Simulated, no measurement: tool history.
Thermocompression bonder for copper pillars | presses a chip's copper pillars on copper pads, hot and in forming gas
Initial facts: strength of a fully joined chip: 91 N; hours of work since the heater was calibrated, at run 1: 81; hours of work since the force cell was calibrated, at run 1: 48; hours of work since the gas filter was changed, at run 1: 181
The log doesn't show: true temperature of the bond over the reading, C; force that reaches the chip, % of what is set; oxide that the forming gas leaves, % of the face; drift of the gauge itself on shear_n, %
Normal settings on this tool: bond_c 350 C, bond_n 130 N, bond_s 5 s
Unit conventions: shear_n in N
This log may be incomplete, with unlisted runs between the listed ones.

run   hour  bond_c  bond_n  bond_s  hours of work since the heater was calibrated  hours of work since the force cell was calibrated  hours of work since the gas filter was changed  shear_n
  1      0     350     130       5                                             81                                                 48                                             181     54.2
  2   18.8     350     130       5                                             94                                                 60                                             193     53.8
  3   36.8     347     130       5                                            105                                                 72                                             205     52.6
  4   53.8     347     130       5                                            116                                                 83                                             216     52.7
  5   72.6     356     130       5                                            128                                                 95                                             228     56.6
  6   83.8     356     130       5                                            136                                                103                                             235       56
  7   97.1     350     130       5                                            144                                                111                                             244       55
  8  108.2     350     130       5                                            152                                                118                                             251     54.5
  9  116.9     350     130       5                                            157                                                124                                             257     54.6
 10  135.1     350     130       5                                            169                                                136                                             268     54.9
 11  148.2     350     130       5                                            177                                                144                                             277     54.6
 12  163.5     350     130       5                                            187                                                154                                             287     53.8
 13  175.9     356     130       5                                            195                                                162                                             295     54.9
 14    193     356     130       5                                            206                                                173                                             306     55.9
 15  208.2     331     190       5                                            216                                                183                                             316     65.1
 16  222.7     369     190       6                                            226                                                193                                             325     76.6
 17  233.5     372     163       3                                            233                                                200                                             332     60.8
 18  252.6     372     163       3                                            245                                                212                                             344     61.5
 19  268.8     341      86       3                                            256                                                222                                             355     27.8
     270.8  -- forming gas filter changed
 20  278.3     341      86       3                                            261                                                228                                               5     28.8
 21  291.7     327     189       9                                            270                                                237                                              14     72.9
 22  301.5     350     117      10                                            276                                                243                                              20     61.2
 23  313.2     361     161       5                                            284                                                251                                              27     67.1
 24  322.2     361     161       5                                            290                                                257                                              33     65.7
 25  339.6     331     147       5                                            301                                                268                                              45       53
 26  355.4     349     123       4                                            311                                                278                                              55       47
 27  372.4     377     123       4                                            322                                                289                                              66     55.8
 28  383.7     331     157       5                                            330                                                297                                              73     56.4

Branching from run 28: 5 alternative next runs. What would each branch give?
  A  393.4     367     113       8                                            336                                                303                                              79        ?
  B  393.4     321     157       7                                            336                                                303                                              79        ?
  C  393.4     339      91       9                                            336                                                303                                              79        ?
  D  393.4     330     111       3                                            336                                                303                                              79        ?
  E  393.4     379     144       4                                            336                                                303                                              79        ?

run  shear_n
  A     61.4
  B     59.1
  C     45.2
  D       34
  E       63
What these runs would have given with no unlogged condition in the tool:
run  shear_n
  A     61.5
  B     59.2
  C     45.3
  D     34.1
  E     63.1

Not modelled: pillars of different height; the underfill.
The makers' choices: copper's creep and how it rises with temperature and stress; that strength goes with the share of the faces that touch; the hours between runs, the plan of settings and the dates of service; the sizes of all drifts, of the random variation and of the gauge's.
